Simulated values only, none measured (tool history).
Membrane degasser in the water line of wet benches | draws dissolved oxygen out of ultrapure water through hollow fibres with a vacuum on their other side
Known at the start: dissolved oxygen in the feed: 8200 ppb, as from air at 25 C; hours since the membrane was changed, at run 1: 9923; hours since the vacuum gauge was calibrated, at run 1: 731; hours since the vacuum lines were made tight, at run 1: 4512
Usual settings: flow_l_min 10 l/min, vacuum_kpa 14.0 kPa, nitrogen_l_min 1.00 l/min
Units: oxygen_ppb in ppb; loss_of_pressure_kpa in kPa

| run | hour | flow_l_min | vacuum_kpa | nitrogen_l_min | hours since the membrane was changed | hours since the vacuum gauge was calibrated | hours since the vacuum lines were made tight | oxygen_ppb | loss_of_pressure_kpa |
|---|---|---|---|---|---|---|---|---|---|
| 1 | 0.0 | 10 | 14.0 | 1.00 | 9923 | 731 | 4512 | 276.9 | 28.00 |
| 2 | 213.1 | 10 | 14.0 | 1.00 | 10136 | 944 | 4725 | 275.3 | 28.09 |
| 3 | 365.3 | 10 | 14.0 | 0.69 | 10288 | 1096 | 4877 | 374.7 | 28.37 |
| 4 | 487.7 | 10 | 14.0 | 0.69 | 10410 | 1218 | 5000 | 376.2 | 28.12 |
| 5 | 607.5 | 10 | 25.4 | 1.00 | 10530 | 1338 | 5120 | 527.7 | 28.43 |
| 6 | 768.3 | 9 | 25.4 | 1.00 | 10691 | 1499 | 5280 | 478.2 | 25.46 |
| 7 | 969.2 | 10 | 28.1 | 1.00 | 10892 | 1700 | 5481 | 586.9 | 28.45 |
| 8 | 1142.8 | 10 | 14.0 | 1.00 | 11065 | 1874 | 5655 | 278.4 | 28.41 |
|  | 1241.5 | seals of the vacuum lines changed |
| 9 | 1272.6 | 11 | 26.8 | 0.87 | 11193 | 2001 | 31 | 674.9 | 31.28 |
| 10 | 1514.2 | 14 | 13.2 | 0.69 | 11435 | 2243 | 273 | 501.9 | 39.66 |
| 11 | 1649.8 | 14 | 13.2 | 0.69 | 11570 | 2379 | 408 | 509.7 | 40.05 |
| 12 | 1881.1 | 10 | 14.0 | 1.24 | 11802 | 2610 | 640 | 230.3 | 28.24 |
| 13 | 2042.8 | 6 | 26.9 | 1.00 | 11963 | 2772 | 801 | 335.4 | 16.95 |
| 14 | 2236.4 | 13 | 23.1 | 1.36 | 12157 | 2965 | 995 | 481.9 | 36.99 |
| 15 | 2492.4 | 13 | 23.1 | 1.36 | 12413 | 3221 | 1251 | 488.2 | 36.91 |
| 16 | 2699.4 | 9 | 11.9 | 2.32 | 12620 | 3428 | 1458 | 101.5 | 25.83 |

3 ways to go on from here, each from the tool as it stands after run 16. What would each give?
| A | 2806.6 | 7 | 14.0 | 1.00 | 12727 | 3535 | 1565 | ? | ? |
| B | 2806.6 | 12 | 20.1 | 1.00 | 12727 | 3535 | 1565 | ? | ? |
| C | 2806.6 | 6 | 11.9 | 0.45 | 12727 | 3535 | 1565 | ? | ? |

| run | oxygen_ppb | loss_of_pressure_kpa |
|---|---|---|
| A | 187.9 | 19.94 |
| B | 496.4 | 33.95 |
| C | 270.1 | 17.03 |
Without the tool's hidden state the same runs would have given:
| run | oxygen_ppb | loss_of_pressure_kpa |
|---|---|---|
| A | 183.2 | 18.95 |
| B | 482.1 | 32.24 |
| C | 264.9 | 16.17 |
